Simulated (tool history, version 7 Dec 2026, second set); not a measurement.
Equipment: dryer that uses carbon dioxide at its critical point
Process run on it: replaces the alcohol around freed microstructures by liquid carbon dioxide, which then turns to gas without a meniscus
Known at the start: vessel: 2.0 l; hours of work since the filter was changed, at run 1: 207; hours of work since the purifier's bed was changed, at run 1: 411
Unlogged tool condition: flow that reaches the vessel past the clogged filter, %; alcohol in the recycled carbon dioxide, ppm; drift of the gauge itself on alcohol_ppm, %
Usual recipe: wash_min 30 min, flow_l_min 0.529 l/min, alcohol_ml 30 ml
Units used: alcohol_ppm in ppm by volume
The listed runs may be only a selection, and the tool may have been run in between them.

run	hour	wash_min	flow_l_min	alcohol_ml	hours of work since the filter was changed	hours of work since the purifier's bed was changed	alcohol_ppm
1	0	30	0.529	30	207	411	49
2	17.7	43	0.529	30	220	424	29
3	58.3	43	0.529	30	249	454	21
4	76.2	30	0.529	99	263	467	95
5	114.4	30	0.529	64	291	495	76
6	137.6	30	0.529	30	308	512	52
7	166.2	25	0.529	30	328	533	95
8	190.1	30	0.529	30	346	551	53
9	218.4	30	0.529	30	367	571	57
# hour 238.1: inlet filter changed
10	259.1	30	0.529	30	15	600	55
11	281.5	30	0.803	30	32	617	35
12	309.8	30	0.565	30	53	638	41
13	340	30	0.529	30	75	660	52
14	364.1	30	0.529	30	92	677	55
15	402.7	30	0.529	30	121	706	59
16	423.1	30	0.529	30	136	721	56
17	449	30	0.654	30	155	740	46
18	470.9	30	0.654	30	171	756	44
19	499.7	30	0.654	30	192	777	41
20	536.8	30	0.529	30	219	804	65
21	558	30	0.529	30	234	819	63
22	576.7	30	0.529	30	248	833	66
23	604.7	30	0.529	30	269	854	64
24	624.6	36	0.529	30	283	868	56
25	655.8	31	0.662	30	306	891	43
26	682.9	27	0.529	43	326	911	118
27	719.3	27	0.529	43	353	938	116
28	737.3	27	0.529	43	366	951	115
# hour 759.4: inlet filter changed
29	768.3	30	0.326	30	6	973	276
# hour 795.1: purifier's bed changed
30	795.1	30	0.517	30	24	0	26
31	823.7	30	0.517	30	45	21	25
32	844.9	30	0.517	30	60	36	23
33	863.7	46	0.454	65	74	50	6
34	885.7	23	0.454	24	90	66	144
35	923.9	30	0.503	30	118	94	34
36	960.1	30	0.503	30	145	121	31
37	988.6	19	0.413	112	166	142	2068
38	1028.4	19	0.413	112	195	171	2085
39	1055.3	41	0.652	117	215	191	19
40	1082.2	30	0.34	30	234	210	224
41	1114.3	26	0.369	42	258	234	419
42	1146.5	40	0.33	44	281	257	112
43	1180.3	25	0.564	21	306	282	59
44	1218.7	25	0.564	21	334	310	55
45	1239	25	0.564	21	349	325	51

3 ways to go on from here, each from the tool as it stands after run 45. What would each give?
A	1267	21	0.564	23	370	346	?
B	1267	22	0.737	30	370	346	?
C	1267	30	0.529	104	370	346	?

run	alcohol_ppm
A	118
B	35
C	106
With the hidden condition removed and each run's random variation left untouched, the same runs would have given:
run	alcohol_ppm
A	72
B	11
C	57
